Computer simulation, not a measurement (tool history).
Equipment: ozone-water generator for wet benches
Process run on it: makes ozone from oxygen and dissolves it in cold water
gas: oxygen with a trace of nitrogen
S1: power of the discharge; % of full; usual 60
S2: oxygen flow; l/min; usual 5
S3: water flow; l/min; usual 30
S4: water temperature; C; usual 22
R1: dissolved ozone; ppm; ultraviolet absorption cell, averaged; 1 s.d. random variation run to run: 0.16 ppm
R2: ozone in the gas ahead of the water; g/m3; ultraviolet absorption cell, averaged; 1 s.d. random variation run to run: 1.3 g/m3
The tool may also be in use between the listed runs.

| run | hour | S1 | S2 | S3 | S4 | R1 | R2 |
|---|---|---|---|---|---|---|---|
| 1 | 0 | 60 | 5 | 30 | 22 | 19.8 | 236 |
| 2 | 71.3 | 60 | 5 | 30 | 22 | 19.6 | 234.4 |
| 3 | 231.4 | 60 | 5 | 30 | 22 | 19.5 | 235.6 |
| 4 | 357.4 | 60 | 5 | 30 | 22 | 19.2 | 233.6 |
| 5 | 511 | 60 | 8.82 | 30 | 22 | 18 | 160.1 |
| 6 | 594.5 | 60 | 8.82 | 30 | 22 | 18.1 | 156.9 |
| 7 | 670.8 | 60 | 8.51 | 30 | 22 | 17.9 | 162.8 |
| 8 | 792.8 | 60 | 8.51 | 30 | 22 | 17.8 | 161.6 |
| 9 | 921.9 | 60 | 5 | 37 | 15 | 16.7 | 227.8 |
| 10 | 1011.6 | 42 | 5 | 37 | 22 | 12.6 | 181.4 |
|  | 1019.2 | water thermometer calibrated |
| 11 | 1083.3 | 42 | 5 | 21 | 15 | 22.1 | 182.2 |
| 12 | 1207.3 | 60 | 8.73 | 47 | 22 | 12.2 | 157.9 |
| 13 | 1376.1 | 71 | 4.24 | 30 | 17 | 21.4 | 280.5 |
| 14 | 1487.1 | 55 | 5 | 46 | 22 | 11.7 | 215.2 |
| 15 | 1637.8 | 55 | 5 | 32 | 24 | 15.9 | 213.2 |

4 ways to go on from here, each from the tool as it stands after run 15. What would each give?
| A | 1724.8 | 60 | 5.42 | 30 | 22 | ? | ? |
| B | 1724.8 | 60 | 3.33 | 19 | 26 | ? | ? |
| C | 1724.8 | 60 | 6.29 | 25 | 14 | ? | ? |
| D | 1724.8 | 58 | 6.12 | 32 | 24 | ? | ? |

| run | R1 | R2 |
|---|---|---|
| A | 18.2 | 210.5 |
| B | 25.5 | 294.7 |
| C | 23.2 | 192.2 |
| D | 16.6 | 191.2 |
Take away the tool's hidden state, keep each run's random variation, and the runs would have read:
| run | R1 | R2 |
|---|---|---|
| A | 20.5 | 225 |
| B | 28.4 | 315.2 |
| C | 25.9 | 205.5 |
| D | 18.6 | 204.1 |

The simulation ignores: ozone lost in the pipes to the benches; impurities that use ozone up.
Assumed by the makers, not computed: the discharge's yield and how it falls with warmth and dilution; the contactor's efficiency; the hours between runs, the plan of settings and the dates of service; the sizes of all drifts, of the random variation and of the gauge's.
